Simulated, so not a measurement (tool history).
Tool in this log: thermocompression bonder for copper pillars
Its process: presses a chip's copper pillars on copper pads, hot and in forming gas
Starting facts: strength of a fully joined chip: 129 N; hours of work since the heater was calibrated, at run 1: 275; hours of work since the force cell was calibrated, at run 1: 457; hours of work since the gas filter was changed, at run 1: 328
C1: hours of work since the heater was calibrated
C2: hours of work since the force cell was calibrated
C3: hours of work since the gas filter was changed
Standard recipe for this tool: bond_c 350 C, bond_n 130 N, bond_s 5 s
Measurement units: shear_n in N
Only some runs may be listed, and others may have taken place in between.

{"run": 1, "hour": 0.0, "bond_c": 350, "bond_n": 130, "bond_s": 5, "C1": 275, "C2": 457, "C3": 328, "shear_n": 57.9}
{"run": 2, "hour": 20.8, "bond_c": 350, "bond_n": 130, "bond_s": 5, "C1": 290, "C2": 473, "C3": 343, "shear_n": 57.8}
{"run": 3, "hour": 31.7, "bond_c": 350, "bond_n": 130, "bond_s": 9, "C1": 298, "C2": 481, "C3": 351, "shear_n": 71.5}
{"run": 4, "hour": 42.8, "bond_c": 350, "bond_n": 130, "bond_s": 9, "C1": 306, "C2": 489, "C3": 359, "shear_n": 70.8}
{"run": 5, "hour": 54.9, "bond_c": 350, "bond_n": 130, "bond_s": 9, "C1": 315, "C2": 497, "C3": 368, "shear_n": 71.7}
{"run": 6, "hour": 75.5, "bond_c": 350, "bond_n": 130, "bond_s": 9, "C1": 330, "C2": 512, "C3": 383, "shear_n": 71.3}
{"run": 7, "hour": 101.9, "bond_c": 350, "bond_n": 90, "bond_s": 5, "C1": 349, "C2": 532, "C3": 402, "shear_n": 39.9}
{"run": 8, "hour": 126.0, "bond_c": 370, "bond_n": 90, "bond_s": 5, "C1": 367, "C2": 549, "C3": 419, "shear_n": 49.4}
{"run": 9, "hour": 141.5, "bond_c": 370, "bond_n": 90, "bond_s": 5, "C1": 378, "C2": 560, "C3": 431, "shear_n": 49.2}
{"hour": 148.1, "done": "forming gas filter changed"}
{"run": 10, "hour": 162.5, "bond_c": 370, "bond_n": 90, "bond_s": 5, "C1": 393, "C2": 575, "C3": 11, "shear_n": 48.5}
{"run": 11, "hour": 184.3, "bond_c": 350, "bond_n": 130, "bond_s": 6, "C1": 409, "C2": 591, "C3": 26, "shear_n": 62.8}
{"run": 12, "hour": 199.5, "bond_c": 350, "bond_n": 130, "bond_s": 5, "C1": 420, "C2": 602, "C3": 37, "shear_n": 58.5}
{"run": 13, "hour": 219.8, "bond_c": 350, "bond_n": 130, "bond_s": 5, "C1": 435, "C2": 617, "C3": 52, "shear_n": 58.3}
{"run": 14, "hour": 244.4, "bond_c": 350, "bond_n": 130, "bond_s": 5, "C1": 453, "C2": 635, "C3": 70, "shear_n": 58.4}
{"run": 15, "hour": 269.2, "bond_c": 342, "bond_n": 96, "bond_s": 8, "C1": 471, "C2": 653, "C3": 88, "shear_n": 47.3}
{"run": 16, "hour": 286.2, "bond_c": 350, "bond_n": 119, "bond_s": 5, "C1": 483, "C2": 665, "C3": 101, "shear_n": 53.4}
{"run": 17, "hour": 311.8, "bond_c": 350, "bond_n": 191, "bond_s": 11, "C1": 502, "C2": 684, "C3": 119, "shear_n": 100.4}
{"run": 18, "hour": 326.1, "bond_c": 364, "bond_n": 173, "bond_s": 5, "C1": 512, "C2": 694, "C3": 130, "shear_n": 85.2}
{"run": 19, "hour": 348.5, "bond_c": 368, "bond_n": 130, "bond_s": 5, "C1": 528, "C2": 711, "C3": 146, "shear_n": 68.8}
{"run": 20, "hour": 366.4, "bond_c": 362, "bond_n": 167, "bond_s": 6, "C1": 541, "C2": 724, "C3": 159, "shear_n": 84.4}
{"run": 21, "hour": 380.4, "bond_c": 362, "bond_n": 167, "bond_s": 6, "C1": 551, "C2": 734, "C3": 169, "shear_n": 86.1}
{"run": 22, "hour": 392.1, "bond_c": 362, "bond_n": 167, "bond_s": 6, "C1": 560, "C2": 742, "C3": 178, "shear_n": 85.7}
{"hour": 395.5, "done": "force cell calibrated"}
{"run": 23, "hour": 417.4, "bond_c": 362, "bond_n": 167, "bond_s": 6, "C1": 577, "C2": 16, "C3": 195, "shear_n": 85.5}
{"run": 24, "hour": 431.8, "bond_c": 341, "bond_n": 101, "bond_s": 9, "C1": 588, "C2": 26, "C3": 205, "shear_n": 51}
{"run": 25, "hour": 456.6, "bond_c": 373, "bond_n": 78, "bond_s": 3, "C1": 606, "C2": 44, "C3": 223, "shear_n": 34.6}
{"run": 26, "hour": 480.2, "bond_c": 324, "bond_n": 175, "bond_s": 13, "C1": 623, "C2": 62, "C3": 241, "shear_n": 80.5}

Run 27 has not been measured yet. What should we expect?
{"run": 27, "hour": 505.4, "bond_c": 342, "bond_n": 162, "bond_s": 5, "C1": 641, "C2": 80, "C3": 259, "shear_n": "?"}

shear_n: 65.7 N
Were there no unlogged condition in the tool, this run, its random variation unchanged, would have produced shear_n 65.7 N.

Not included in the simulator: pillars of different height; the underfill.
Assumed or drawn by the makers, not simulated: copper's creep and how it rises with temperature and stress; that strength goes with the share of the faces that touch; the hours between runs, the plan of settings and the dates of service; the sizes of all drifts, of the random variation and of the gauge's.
